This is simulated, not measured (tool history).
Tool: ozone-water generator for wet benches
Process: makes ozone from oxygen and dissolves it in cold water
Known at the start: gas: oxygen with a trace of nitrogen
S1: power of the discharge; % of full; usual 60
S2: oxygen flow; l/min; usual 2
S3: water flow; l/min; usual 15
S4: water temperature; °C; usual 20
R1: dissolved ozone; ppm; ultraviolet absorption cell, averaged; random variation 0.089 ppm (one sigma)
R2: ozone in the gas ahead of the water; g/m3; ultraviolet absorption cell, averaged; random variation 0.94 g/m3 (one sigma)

Run 1, day 0: usual settings. Result: R1 8.3 ppm, R2 158.4 g/m3.
Run 2, day 1.562: usual settings but S3 13 l/min. Result: R1 9.42 ppm, R2 159.1 g/m3.
Run 3, day 3.879: usual settings but S3 13 l/min. Result: R1 9.37 ppm, R2 159.1 g/m3.
Run 4, day 5.975: usual settings but S3 13 l/min. Result: R1 9.48 ppm, R2 159.2 g/m3.
Run 5, day 7.108: usual settings but S2 1.08 l/min. Result: R1 7.74 ppm, R2 232.7 g/m3.
Run 6, day 9.296: usual settings but S2 1.08 l/min. Result: R1 7.82 ppm, R2 232.7 g/m3.
Run 7, day 10.471: usual settings but S2 1.08 l/min. Result: R1 7.67 ppm, R2 234 g/m3.
Run 8, day 12.55: usual settings. Result: R1 8.43 ppm, R2 159.4 g/m3.
Run 9, day 14.292: usual settings but S2 1.38 l/min, S4 13 °C. Result: R1 8.3 ppm, R2 200.9 g/m3.
Run 10, day 16.088: usual settings but S2 1.38 l/min, S4 13 °C. Result: R1 8.18 ppm, R2 202 g/m3.
Run 11, day 17.35: usual settings but S2 2.88 l/min, S3 23 l/min, S4 13 °C. Result: R1 6.3 ppm, R2 129 g/m3.
Run 12, day 19.717: usual settings but S1 45 % of full, S2 1.51 l/min. Result: R1 6.25 ppm, R2 145.8 g/m3.
Run 13, day 21.662: usual settings but S1 45 % of full, S2 1.51 l/min. Result: R1 6.29 ppm, R2 148.1 g/m3.
Run 14, day 24.054: usual settings but S1 45 % of full, S2 1.51 l/min. Result: R1 6.17 ppm, R2 146.6 g/m3.
Run 15, day 25.625: usual settings but S1 44 % of full, S2 1.51 l/min, S3 14 l/min. Result: R1 6.64 ppm, R2 143.5 g/m3.

4 ways to go on from here, each from the tool as it stands after run 15. What would each give?
Run A, day 27.071: usual settings but S3 23 l/min. Result: R1 ?, R2 ?.
Run B, day 27.071: usual settings but S1 71 % of full, S2 1.51 l/min, S4 23 °C. Result: R1 ?, R2 ?.
Run C, day 27.071: usual settings but S1 67 % of full, S4 24 °C. Result: R1 ?, R2 ?.
Run D, day 27.071: usual settings but S1 44 % of full, S2 2.39 l/min, S3 21 l/min, S4 14 °C. Result: R1 ?, R2 ?.

run    R1     R2
  A  5.56  162.7
  B  9.29  225.3
  C  8.91  179.8
  D  4.98  109.3
Without the tool's hidden state the same runs would have given:
run    R1     R2
  A  5.57  159.3
  B   9.3  220.6
  C  8.92  176.1
  D  4.98  107.1
